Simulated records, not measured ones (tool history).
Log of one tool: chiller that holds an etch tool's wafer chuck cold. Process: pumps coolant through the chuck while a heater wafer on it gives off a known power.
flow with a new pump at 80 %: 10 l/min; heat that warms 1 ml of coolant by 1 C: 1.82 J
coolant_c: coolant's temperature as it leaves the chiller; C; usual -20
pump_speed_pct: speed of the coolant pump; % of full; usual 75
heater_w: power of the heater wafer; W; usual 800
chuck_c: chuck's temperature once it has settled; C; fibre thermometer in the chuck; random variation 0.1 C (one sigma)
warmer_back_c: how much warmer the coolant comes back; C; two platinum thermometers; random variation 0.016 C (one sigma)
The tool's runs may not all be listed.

{"run": 1, "hour": 0.0, "coolant_c": -20, "pump_speed_pct": 75, "heater_w": 800, "chuck_c": -10.7, "warmer_back_c": 2.86}
{"run": 2, "hour": 109.1, "coolant_c": -20, "pump_speed_pct": 75, "heater_w": 800, "chuck_c": -10.7, "warmer_back_c": 2.87}
{"run": 3, "hour": 190.5, "coolant_c": -20, "pump_speed_pct": 75, "heater_w": 800, "chuck_c": -10.6, "warmer_back_c": 2.89}
{"run": 4, "hour": 241.5, "coolant_c": -20, "pump_speed_pct": 75, "heater_w": 800, "chuck_c": -10.4, "warmer_back_c": 2.89}
{"run": 5, "hour": 323.5, "coolant_c": -20, "pump_speed_pct": 75, "heater_w": 800, "chuck_c": -10.5, "warmer_back_c": 2.88}
{"run": 6, "hour": 375.6, "coolant_c": -20, "pump_speed_pct": 75, "heater_w": 559, "chuck_c": -13.4, "warmer_back_c": 2.06}
{"run": 7, "hour": 446.6, "coolant_c": -20, "pump_speed_pct": 83, "heater_w": 800, "chuck_c": -11.1, "warmer_back_c": 2.59}
{"run": 8, "hour": 522.4, "coolant_c": -20, "pump_speed_pct": 75, "heater_w": 800, "chuck_c": -10.3, "warmer_back_c": 2.91}
{"run": 9, "hour": 614.5, "coolant_c": -17, "pump_speed_pct": 75, "heater_w": 800, "chuck_c": -7.5, "warmer_back_c": 2.91}
{"run": 10, "hour": 679.8, "coolant_c": -13, "pump_speed_pct": 75, "heater_w": 559, "chuck_c": -6.1, "warmer_back_c": 2.02}
{"run": 11, "hour": 796.2, "coolant_c": -13, "pump_speed_pct": 75, "heater_w": 559, "chuck_c": -6.3, "warmer_back_c": 2.05}
{"hour": 813.6, "done": "chiller's thermometer calibrated"}
{"run": 12, "hour": 860.6, "coolant_c": -14, "pump_speed_pct": 77, "heater_w": 800, "chuck_c": -4.5, "warmer_back_c": 2.84}
{"run": 13, "hour": 930.9, "coolant_c": -18, "pump_speed_pct": 75, "heater_w": 478, "chuck_c": -12.1, "warmer_back_c": 1.76}

Forecast each of these 5 alternatives for the next run:
{"run": "A", "hour": 993.5, "coolant_c": -20, "pump_speed_pct": 76, "heater_w": 1141, "chuck_c": "?", "warmer_back_c": "?"}
{"run": "B", "hour": 993.5, "coolant_c": -13, "pump_speed_pct": 70, "heater_w": 800, "chuck_c": "?", "warmer_back_c": "?"}
{"run": "C", "hour": 993.5, "coolant_c": -20, "pump_speed_pct": 71, "heater_w": 438, "chuck_c": "?", "warmer_back_c": "?"}
{"run": "D", "hour": 993.5, "coolant_c": -12, "pump_speed_pct": 86, "heater_w": 468, "chuck_c": "?", "warmer_back_c": "?"}
{"run": "E", "hour": 993.5, "coolant_c": -26, "pump_speed_pct": 75, "heater_w": 766, "chuck_c": "?", "warmer_back_c": "?"}

run=A chuck_c=-6.2 warmer_back_c=4.12
run=B chuck_c=-2.9 warmer_back_c=3.14
run=C chuck_c=-14.3 warmer_back_c=1.71
run=D chuck_c=-6.8 warmer_back_c=1.47
run=E chuck_c=-16.7 warmer_back_c=2.8
Without the tool's hidden state the same runs would have given:
run=A chuck_c=-8 warmer_back_c=3.99
run=B chuck_c=-4.3 warmer_back_c=3.05
run=C chuck_c=-15.1 warmer_back_c=1.66
run=D chuck_c=-7.5 warmer_back_c=1.42
run=E chuck_c=-18 warmer_back_c=2.72
